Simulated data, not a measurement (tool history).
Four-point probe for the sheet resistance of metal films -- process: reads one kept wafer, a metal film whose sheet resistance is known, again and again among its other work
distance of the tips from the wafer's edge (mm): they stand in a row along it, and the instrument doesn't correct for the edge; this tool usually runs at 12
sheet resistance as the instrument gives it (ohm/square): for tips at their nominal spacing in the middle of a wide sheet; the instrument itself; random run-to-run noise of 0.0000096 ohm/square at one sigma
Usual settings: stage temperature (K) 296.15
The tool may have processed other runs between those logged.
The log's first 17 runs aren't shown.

| run | hour | stage temperature (K) | distance of the tips from the wafer's edge (mm) | touches since the probe head was changed | hours of work since the stage's thermometer was calibrated | sheet resistance as the instrument gives it (ohm/square) |
|---|---|---|---|---|---|---|
|  | 885.1 | stage's thermometer calibrated |
| 18 | 948.8 | 296.15 | 7 | 107491 | 37 | 0.048751 |
| 19 | 995.2 | 301.15 | 7 | 109597 | 63 | 0.048427 |
|  | 1022.9 | stage's thermometer calibrated, once more |
| 20 | 1060.6 | 296.15 | 12 | 112548 | 22 | 0.048754 |
| 21 | 1098.9 | 296.15 | 12 | 114288 | 44 | 0.048749 |
| 22 | 1167 | 304.15 | 20 | 117379 | 83 | 0.048198 |
| 23 | 1218 | 304.15 | 20 | 119695 | 112 | 0.04822 |
| 24 | 1293.8 | 297.15 | 6 | 123135 | 156 | 0.048854 |
| 25 | 1331.9 | 299.15 | 11 | 124869 | 178 | 0.048627 |
| 26 | 1386.1 | 296.15 | 4 | 127326 | 209 | 0.049194 |
| 27 | 1434.3 | 305.15 | 21 | 129517 | 237 | 0.048214 |
| 28 | 1490.8 | 291.15 | 8 | 132085 | 269 | 0.049254 |
|  | 1518.7 | new probe head fitted |
| 29 | 1528.4 | 291.15 | 8 | 441 | 290 | 0.048377 |
| 30 | 1601.7 | 291.15 | 8 | 3770 | 332 | 0.048392 |
| 31 | 1675.9 | 297.15 | 10 | 7139 | 375 | 0.047964 |

Estimate the outcome of run 32 from the log above:
| 32 | 1718.7 | 299.15 | 12 | 9084 | 400 | ? |

sheet resistance as the instrument gives it (ohm/square): 0.047808
On a tool with no hidden condition, and with the same random variation, this run would have come out at sheet resistance as the instrument gives it (ohm/square) 0.047926.
